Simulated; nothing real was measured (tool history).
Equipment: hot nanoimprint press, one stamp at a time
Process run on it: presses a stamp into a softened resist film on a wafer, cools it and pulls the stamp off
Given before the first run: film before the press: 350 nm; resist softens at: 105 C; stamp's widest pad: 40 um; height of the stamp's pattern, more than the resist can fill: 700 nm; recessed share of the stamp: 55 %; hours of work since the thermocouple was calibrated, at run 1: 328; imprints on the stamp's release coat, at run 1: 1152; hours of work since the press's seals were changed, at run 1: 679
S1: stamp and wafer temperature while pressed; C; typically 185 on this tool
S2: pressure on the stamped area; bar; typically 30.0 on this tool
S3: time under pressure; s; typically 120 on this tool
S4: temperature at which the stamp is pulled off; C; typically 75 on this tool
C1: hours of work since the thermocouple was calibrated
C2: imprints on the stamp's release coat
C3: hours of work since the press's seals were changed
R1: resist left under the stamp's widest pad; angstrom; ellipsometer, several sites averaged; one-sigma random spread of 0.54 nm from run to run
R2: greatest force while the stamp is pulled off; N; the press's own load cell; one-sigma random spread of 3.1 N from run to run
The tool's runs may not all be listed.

run   hour   S1    S2   S3  S4   C1    C2   C3    R1   R2
  1    0.0  185  30.0  120  75  328  1152  679  1540  194
  2   24.2  185  30.0  120  64  345  1281  695  1548  223
  3   48.3  185  30.0  120  64  361  1410  711  1535  232
  4   66.8  185  30.0  120  67  373  1509  724  1536  232
  5   95.6  185  30.0  120  67  393  1663  743  1530  235
     103.3  -- stamp cleaned and given a new release coat
  6  131.1  185  30.0  112  67  413   148  763  1565  167
  7  153.6  190  30.0  120  75  428   269  779  1322  161
  8  173.0  190  30.0  120  75  441   373  792  1319  164
  9  188.1  190  30.0  120  75  451   454  802  1321  163
 10  204.3  190  30.0  120  75  462   541  813  1309  170
 11  230.2  185  30.0   79  75  480   679  830  1748  178
 12  251.0  185  30.0   79  75  494   791  844  1756  174
     256.0  -- plate thermocouple calibrated
 13  273.9  185  30.0  110  66   12   897  858  1634  213
 14  302.9  185  30.0  110  66   32  1053  878  1616  219
 15  329.7  190  19.5  172  77   50  1196  896  1506  195
 16  358.7  177  31.4  197  73   70  1351  915  1689  208
 17  379.5  185  30.0  142  76   84  1463  929  1489  197
 18  408.2  185  30.0  142  66  103  1616  949  1492  239
     424.6  -- stamp cleaned and given a new release coat
 19  437.1  183  26.1  142  66  119    67  964  1698  170

Here are 3 independent what-if runs from the current tool condition. What would each one return?
  A  454.5  185  25.3   68  75  130  160  976   ?   ?
  B  454.5  175  35.6  120  75  130  160  976   ?   ?
  C  454.5  185  30.0  120  78  130  160  976   ?   ?

run    R1   R2
  A  2039  152
  B  1961  158
  C  1564  148
The same runs, with their run-to-run variation unchanged, on a tool lacking any hidden condition would have given:
run    R1   R2
  A  2012  146
  B  1916  152
  C  1531  143

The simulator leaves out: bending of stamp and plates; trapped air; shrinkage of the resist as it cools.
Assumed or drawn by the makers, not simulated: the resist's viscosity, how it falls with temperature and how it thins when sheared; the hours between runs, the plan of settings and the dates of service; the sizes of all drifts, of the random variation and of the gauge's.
